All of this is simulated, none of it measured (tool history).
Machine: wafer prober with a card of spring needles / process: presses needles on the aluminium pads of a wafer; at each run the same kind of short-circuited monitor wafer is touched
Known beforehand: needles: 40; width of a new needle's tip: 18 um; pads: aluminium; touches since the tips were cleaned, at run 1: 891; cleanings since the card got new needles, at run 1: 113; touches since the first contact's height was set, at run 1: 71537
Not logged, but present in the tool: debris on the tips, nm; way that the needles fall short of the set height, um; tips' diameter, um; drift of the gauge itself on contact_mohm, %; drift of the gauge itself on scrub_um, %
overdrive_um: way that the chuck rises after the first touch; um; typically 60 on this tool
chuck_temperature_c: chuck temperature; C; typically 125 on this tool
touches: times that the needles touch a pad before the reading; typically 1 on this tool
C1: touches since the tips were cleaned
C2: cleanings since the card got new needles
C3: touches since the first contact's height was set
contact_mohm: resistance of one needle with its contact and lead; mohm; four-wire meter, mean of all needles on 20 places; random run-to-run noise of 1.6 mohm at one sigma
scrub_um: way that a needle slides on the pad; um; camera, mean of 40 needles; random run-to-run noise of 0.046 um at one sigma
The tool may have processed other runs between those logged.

run 1 hour=0.0 | overdrive_um=60 chuck_temperature_c=125 touches=1 | C1=891 C2=113 C3=71537 | contact_mohm=496 scrub_um=13.44
-- hour=14.2 tips cleaned on abrasive film
-- hour=31.6 tips cleaned on abrasive film
-- hour=48.8 tips cleaned on abrasive film
-- hour=54.9 height of the first contact set anew
run 2 hour=54.9 | overdrive_um=60 chuck_temperature_c=125 touches=1 | C1=1941 C2=116 C3=0 | contact_mohm=754 scrub_um=13.54
-- hour=65.6 tips cleaned on abrasive film
-- hour=79.8 tips cleaned on abrasive film
-- hour=97.5 tips cleaned on abrasive film
run 3 hour=105.9 | overdrive_um=60 chuck_temperature_c=125 touches=1 | C1=2823 C2=119 C3=16952 | contact_mohm=908 scrub_um=13.46
-- hour=113.1 tips cleaned on abrasive film
-- hour=130.8 tips cleaned on abrasive film
-- hour=147.6 tips cleaned on abrasive film
-- hour=164.6 tips cleaned on abrasive film
run 4 hour=165.7 | overdrive_um=60 chuck_temperature_c=125 touches=1 | C1=387 C2=123 C3=36793 | contact_mohm=415 scrub_um=13.31
-- hour=179.8 tips cleaned on abrasive film
-- hour=197.0 tips cleaned on abrasive film
-- hour=211.2 tips cleaned on abrasive film
-- hour=228.4 tips cleaned on abrasive film
run 5 hour=234.4 | overdrive_um=60 chuck_temperature_c=125 touches=1 | C1=2027 C2=127 C3=59617 | contact_mohm=726 scrub_um=13.32
-- hour=245.1 tips cleaned on abrasive film
-- hour=262.3 tips cleaned on abrasive film
-- hour=279.6 tips cleaned on abrasive film
run 6 hour=291.0 | overdrive_um=60 chuck_temperature_c=125 touches=1 | C1=3810 C2=130 C3=78409 | contact_mohm=1021 scrub_um=13.38
-- hour=294.6 tips cleaned on abrasive film
-- hour=308.8 tips cleaned on abrasive film
-- hour=326.3 tips cleaned on abrasive film
-- hour=326.6 height of the first contact set anew
run 7 hour=330.7 | overdrive_um=60 chuck_temperature_c=125 touches=1 | C1=1359 C2=133 C3=1359 | contact_mohm=639 scrub_um=13.52
-- hour=341.2 tips cleaned on abrasive film
-- hour=358.8 tips cleaned on abrasive film
run 8 hour=362.6 | overdrive_um=60 chuck_temperature_c=125 touches=1 | C1=1260 C2=135 C3=11938 | contact_mohm=612 scrub_um=13.50
-- hour=373.2 tips cleaned on abrasive film
-- hour=387.4 tips cleaned on abrasive film
-- hour=401.6 tips cleaned on abrasive film
run 9 hour=414.3 | overdrive_um=60 chuck_temperature_c=125 touches=3 | C1=4224 C2=138 C3=29110 | contact_mohm=501 scrub_um=13.43
-- hour=417.9 tips cleaned on abrasive film
-- hour=432.1 tips cleaned on abrasive film
-- hour=446.3 tips cleaned on abrasive film
-- hour=463.5 tips cleaned on abrasive film
run 10 hour=463.5 | overdrive_um=60 chuck_temperature_c=125 touches=3 | C1=0 C2=142 C3=45437 | contact_mohm=190 scrub_um=13.47
-- hour=480.8 tips cleaned on abrasive film
-- hour=498.0 tips cleaned on abrasive film
run 11 hour=510.3 | overdrive_um=60 chuck_temperature_c=125 touches=2 | C1=4087 C2=144 C3=60984 | contact_mohm=729 scrub_um=13.38
-- hour=513.9 tips cleaned on abrasive film
-- hour=531.1 tips cleaned on abrasive film
run 12 hour=540.1 | overdrive_um=65 chuck_temperature_c=125 touches=1 | C1=3018 C2=146 C3=70884 | contact_mohm=810 scrub_um=14.53
-- hour=546.7 tips cleaned on abrasive film
-- hour=563.9 tips cleaned on abrasive film
-- hour=579.0 tips cleaned on abrasive film
run 13 hour=579.0 | overdrive_um=45 chuck_temperature_c=56 touches=3 | C1=0 C2=149 C3=83769 | contact_mohm=218 scrub_um=9.90
-- hour=596.4 tips cleaned on abrasive film
-- hour=596.7 height of the first contact set anew
-- hour=614.5 tips cleaned on abrasive film
-- hour=632.2 tips cleaned on abrasive film
run 14 hour=636.4 | overdrive_um=61 chuck_temperature_c=67 touches=3 | C1=1422 C2=152 C3=13196 | contact_mohm=330 scrub_um=13.86
-- hour=647.1 tips cleaned on abrasive film
-- hour=664.8 tips cleaned on abrasive film
-- hour=682.2 tips cleaned on abrasive film
run 15 hour=686.2 | overdrive_um=64 chuck_temperature_c=94 touches=1 | C1=1346 C2=155 C3=29736 | contact_mohm=625 scrub_um=14.36
-- hour=696.9 tips cleaned on abrasive film
-- hour=714.3 tips cleaned on abrasive film
-- hour=728.5 tips cleaned on abrasive film
run 16 hour=733.0 | overdrive_um=52 chuck_temperature_c=44 touches=1 | C1=1504 C2=158 C3=45254 | contact_mohm=877 scrub_um=11.59
-- hour=743.7 tips cleaned on abrasive film
-- hour=757.9 tips cleaned on abrasive film
-- hour=774.3 tips cleaned on abrasive film
run 17 hour=774.3 | overdrive_um=52 chuck_temperature_c=44 touches=1 | C1=0 C2=161 C3=58940 | contact_mohm=300 scrub_um=11.55
-- hour=791.8 tips cleaned on abrasive film
-- hour=809.2 tips cleaned on abrasive film
-- hour=826.5 tips cleaned on abrasive film
-- hour=843.9 tips cleaned on abrasive film
run 18 hour=844.1 | overdrive_um=75 chuck_temperature_c=53 touches=1 | C1=56 C2=165 C3=82128 | contact_mohm=245 scrub_um=16.61

Below, each run's measurement less what the same run would have read without the hidden state. Both values contain the same run-to-run variation, but the gauge's scatter may not be the same in both:
run=1 contact_mohm=+334 scrub_um=-0.22
run=2 contact_mohm=+592 scrub_um=+0.00
run=3 contact_mohm=+745 scrub_um=-0.06
run=4 contact_mohm=+253 scrub_um=-0.13
run=5 contact_mohm=+564 scrub_um=-0.20
run=6 contact_mohm=+857 scrub_um=-0.26
run=7 contact_mohm=+479 scrub_um=+0.00
run=8 contact_mohm=+451 scrub_um=-0.04
run=9 contact_mohm=+335 scrub_um=-0.10
run=10 contact_mohm=+28 scrub_um=-0.16
run=11 contact_mohm=+566 scrub_um=-0.20
run=12 contact_mohm=+653 scrub_um=-0.23
run=13 contact_mohm=+56 scrub_um=-0.28
run=14 contact_mohm=+180 scrub_um=-0.03
run=15 contact_mohm=+474 scrub_um=-0.09
run=16 contact_mohm=+725 scrub_um=-0.12
run=17 contact_mohm=+147 scrub_um=-0.17
run=18 contact_mohm=+109 scrub_um=-0.23
